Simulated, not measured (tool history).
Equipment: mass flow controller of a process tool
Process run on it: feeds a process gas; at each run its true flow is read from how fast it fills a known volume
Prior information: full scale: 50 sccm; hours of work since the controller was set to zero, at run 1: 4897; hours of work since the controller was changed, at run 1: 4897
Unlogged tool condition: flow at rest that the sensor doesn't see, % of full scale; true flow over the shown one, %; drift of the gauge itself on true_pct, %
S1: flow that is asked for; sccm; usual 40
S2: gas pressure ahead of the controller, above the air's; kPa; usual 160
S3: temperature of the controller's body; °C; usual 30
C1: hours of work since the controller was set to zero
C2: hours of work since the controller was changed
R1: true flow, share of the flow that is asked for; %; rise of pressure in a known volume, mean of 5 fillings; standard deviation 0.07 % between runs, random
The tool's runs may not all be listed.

run,hour,S1,S2,S3,C1,C2,R1
1,0.0,40,160,30,4897,4897,101.45
2,122.1,40,160,30,4992,4992,101.47
3,331.9,40,160,30,5156,5156,101.65
4,507.8,40,160,30,5293,5293,101.36
5,730.4,40,160,30,5467,5467,101.79
6,851.8,40,202,30,5561,5561,101.45
7,1067.6,40,202,30,5730,5730,101.54
8,1259.2,40,202,30,5879,5879,101.68
9,1483.8,40,160,30,6055,6055,102.04
10,1695.0,40,160,30,6219,6219,101.96
11,1827.7,40,154,30,6323,6323,102.10
12,1956.3,40,154,30,6423,6423,102.06
13,2080.6,40,154,30,6520,6520,102.10
14,2238.8,7,160,30,6644,6644,106.37
15,2356.1,40,160,22,6735,6735,102.92
16,2573.1,40,160,22,6905,6905,103.00
# hour 2592.1: controller's zero set anew
17,2717.2,40,160,22,98,7017,103.75
18,2914.3,40,153,24,252,7171,103.54
19,3079.6,40,180,24,381,7300,103.46
20,3217.0,35,204,29,488,7407,103.02
21,3362.6,35,267,25,601,7521,103.14
22,3585.9,35,277,35,776,7695,102.23
23,3776.7,15,177,30,925,7844,105.41
# hour 3796.7: controller's zero set anew, once more
24,3964.7,21,177,24,131,7990,100.77
25,4113.6,21,177,24,247,8106,100.92
26,4336.4,40,186,30,421,8280,101.22
27,4529.9,14,235,22,572,8431,100.88
28,4700.5,14,235,22,705,8564,100.96
29,4844.0,14,235,22,817,8676,101.10

Alternative continuations, all from the tool just after run 29; predict every row:
A,5057.7,45,189,22,984,8843,?
B,5057.7,14,143,32,984,8843,?
C,5057.7,14,235,23,984,8843,?
D,5057.7,23,240,31,984,8843,?

run,R1
A,102.59
B,100.64
C,101.03
D,100.60
Take away the tool's hidden state, keep each run's random variation, and the runs would have read:
run,R1
A,100.13
B,97.82
C,98.20
D,97.98
